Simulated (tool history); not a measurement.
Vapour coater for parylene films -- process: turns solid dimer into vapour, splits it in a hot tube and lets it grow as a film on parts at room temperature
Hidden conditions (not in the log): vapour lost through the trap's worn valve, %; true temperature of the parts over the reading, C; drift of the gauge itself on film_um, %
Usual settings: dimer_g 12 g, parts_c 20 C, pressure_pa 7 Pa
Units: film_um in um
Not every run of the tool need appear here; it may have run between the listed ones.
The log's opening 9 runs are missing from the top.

run	hour	dimer_g	parts_c	pressure_pa	hours of work since the trap's valve was overhauled	hours of work since the table's thermometer was calibrated	film_um
10	100.6	14	20	10.1	276	251	7.35
11	115.1	14	20	10.1	284	258	7.36
12	131.3	12	20	2.33	292	266	7.47
13	141.8	12	20	2.33	297	271	7.43
# hour 158: trap's valve overhauled
14	162.7	12	20	2.33	2	280	7.86
15	181	12	20	2.33	11	289	7.88
16	188.8	12	20	5.45	15	293	7.08
17	204.4	12	20	7	23	300	6.86
18	223.6	12	31	7	33	310	4.22

Run 19 has not been measured yet. What should we expect?
19	239.9	12	20	2.9	41	318	?

Run 19 measured film_um 7.62 um.
With the hidden condition absent and the run-to-run variation left alone, this run would have shown film_um 7.66 um.
